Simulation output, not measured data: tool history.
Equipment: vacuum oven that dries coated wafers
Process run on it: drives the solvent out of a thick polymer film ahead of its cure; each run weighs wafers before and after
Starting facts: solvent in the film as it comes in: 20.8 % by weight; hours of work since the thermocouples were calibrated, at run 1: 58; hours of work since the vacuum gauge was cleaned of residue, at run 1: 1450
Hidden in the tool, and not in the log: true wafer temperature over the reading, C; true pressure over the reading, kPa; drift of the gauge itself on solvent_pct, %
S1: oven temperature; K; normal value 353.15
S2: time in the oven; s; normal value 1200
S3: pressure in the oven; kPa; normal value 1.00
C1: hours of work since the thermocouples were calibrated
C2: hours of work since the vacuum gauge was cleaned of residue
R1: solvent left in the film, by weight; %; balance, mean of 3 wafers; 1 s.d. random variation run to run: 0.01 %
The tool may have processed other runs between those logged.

Run 1, hour 0.0: usual settings; C1 58; C2 1450. Result: R1 1.59 %.
Run 2, hour 27.9: usual settings; C1 77; C2 1469. Result: R1 1.58 %.
Run 3, hour 74.6: usual settings; C1 109; C2 1501. Result: R1 1.59 %.
Run 4, hour 116.0: usual settings but S3 1.91 kPa; C1 138; C2 1530. Result: R1 1.99 %.
Run 5, hour 151.7: usual settings but S3 1.91 kPa; C1 162; C2 1554. Result: R1 2.00 %.
Run 6, hour 211.2: usual settings but S3 1.91 kPa; C1 203; C2 1595. Result: R1 2.02 %.
Run 7, hour 247.9: usual settings but S2 1560 s; C1 228; C2 1620. Result: R1 0.98 %.
Run 8, hour 281.4: usual settings but S3 1.57 kPa; C1 252; C2 1643. Result: R1 1.85 %.
Run 9, hour 315.4: usual settings but S3 1.57 kPa; C1 275; C2 1667. Result: R1 1.84 %.
Run 10, hour 350.1: usual settings but S1 357.15 K, S3 1.57 kPa; C1 299; C2 1691. Result: R1 1.21 %.
Run 11, hour 381.7: usual settings; C1 321; C2 1712. Result: R1 1.58 %.
Run 12, hour 436.9: usual settings; C1 359; C2 1750. Result: R1 1.58 %.
Run 13, hour 466.0: usual settings; C1 379; C2 1770. Result: R1 1.59 %.
Run 14, hour 492.3: usual settings but S3 0.56 kPa; C1 397; C2 1789. Result: R1 1.40 %.
Run 15, hour 519.1: usual settings but S3 2.49 kPa; C1 415; C2 1807. Result: R1 2.27 %.
Run 16, hour 562.0: usual settings but S3 1.25 kPa; C1 445; C2 1836. Result: R1 1.71 %.
Run 17, hour 610.0: usual settings; C1 478; C2 1869. Result: R1 1.58 %.
Run 18, hour 641.1: usual settings but S1 338.15 K; C1 499; C2 1891. Result: R1 6.05 %.
At hour 663.5: vacuum gauge cleaned of residue and calibrated.
Run 19, hour 674.3: usual settings but S1 338.15 K; C1 521; C2 7. Result: R1 6.02 %.
Run 20, hour 731.1: usual settings but S1 338.15 K; C1 560; C2 47. Result: R1 6.01 %.
Run 21, hour 787.7: usual settings but S2 1740 s; C1 599; C2 85. Result: R1 0.79 %.
Run 22, hour 829.6: usual settings but S2 1740 s; C1 628; C2 114. Result: R1 0.81 %.
At hour 857.3: oven's thermocouples calibrated.
Run 23, hour 891.8: usual settings but S2 900 s; C1 24; C2 156. Result: R1 2.65 %.
Run 24, hour 943.8: usual settings but S1 346.15 K, S3 0.66 kPa; C1 59; C2 191. Result: R1 3.07 %.
Run 25, hour 969.7: usual settings but S1 346.15 K, S3 0.66 kPa; C1 77; C2 209. Result: R1 3.07 %.
Run 26, hour 1010.1: usual settings but S2 960 s, S3 1.92 kPa; C1 105; C2 237. Result: R1 2.76 %.
Run 27, hour 1035.4: usual settings but S2 1320 s, S3 1.15 kPa; C1 123; C2 255. Result: R1 1.37 %.
Run 28, hour 1066.0: usual settings but S1 342.15 K, S2 1500 s; C1 144; C2 276. Result: R1 3.41 %.
Run 29, hour 1098.0: usual settings but S1 338.15 K, S2 1320 s; C1 166; C2 298. Result: R1 5.47 %.
Run 30, hour 1134.6: usual settings but S1 338.15 K, S2 1320 s; C1 191; C2 323. Result: R1 5.51 %.
Run 31, hour 1180.6: usual settings but S1 364.15 K, S2 900 s, S3 3.74 kPa; C1 222; C2 354. Result: R1 1.59 %.
Run 32, hour 1235.1: usual settings but S1 346.15 K, S3 2.37 kPa; C1 260; C2 392. Result: R1 4.04 %.
Run 33, hour 1274.3: usual settings but S1 359.15 K, S2 1920 s, S3 2.70 kPa; C1 287; C2 419. Result: R1 1.08 %.
Run 34, hour 1324.0: usual settings but S2 840 s; C1 321; C2 453. Result: R1 2.96 %.
Run 35, hour 1384.1: usual settings but S1 339.15 K; C1 362; C2 494. Result: R1 5.65 %.
Run 36, hour 1439.9: usual settings but S1 365.15 K, S2 1680 s; C1 401; C2 533. Result: R1 0.33 %.
Run 37, hour 1481.2: usual settings but S2 720 s, S3 3.29 kPa; C1 429; C2 561. Result: R1 4.62 %.
Run 38, hour 1523.1: usual settings but S1 341.15 K, S3 0.64 kPa; C1 458; C2 590. Result: R1 4.69 %.
Run 39, hour 1577.6: usual settings but S1 340.15 K, S2 2100 s; C1 496; C2 628. Result: R1 2.51 %.
Run 40, hour 1618.5: usual settings but S1 368.15 K, S2 1800 s; C1 524; C2 656. Result: R1 0.27 %.
Run 41, hour 1648.8: usual settings but S1 357.15 K, S2 660 s; C1 545; C2 677. Result: R1 3.01 %.
Run 42, hour 1673.5: usual settings but S1 366.15 K, S3 0.68 kPa; C1 562; C2 694. Result: R1 0.28 %.
Run 43, hour 1714.2: usual settings but S3 1.77 kPa; C1 590; C2 722. Result: R1 1.93 %.
Run 44, hour 1746.0: usual settings but S1 362.15 K, S3 3.12 kPa; C1 611; C2 743. Result: R1 1.26 %.
At hour 1800.8: oven's thermocouples calibrated.
Run 45, hour 1803.7: usual settings but S1 350.15 K, S2 1740 s, S3 2.55 kPa; C1 2; C2 782. Result: R1 1.97 %.

Entry by entry between the runs, the difference in hidden state between the last listed run before and the first listed run after:
After run 18, before run 19: vacuum gauge cleaned of residue and calibrated (hour 663.5)
  true pressure over the reading, kPa: 0.022 -> 0
After run 22, before run 23: oven's thermocouples calibrated (hour 857.3)
  true wafer temperature over the reading, C: 0.04 -> 0.02
After run 44, before run 45: oven's thermocouples calibrated (hour 1800.8)
  true wafer temperature over the reading, C: 0.05 -> -0.01; true pressure over the reading, kPa: 0.009 -> 0.01
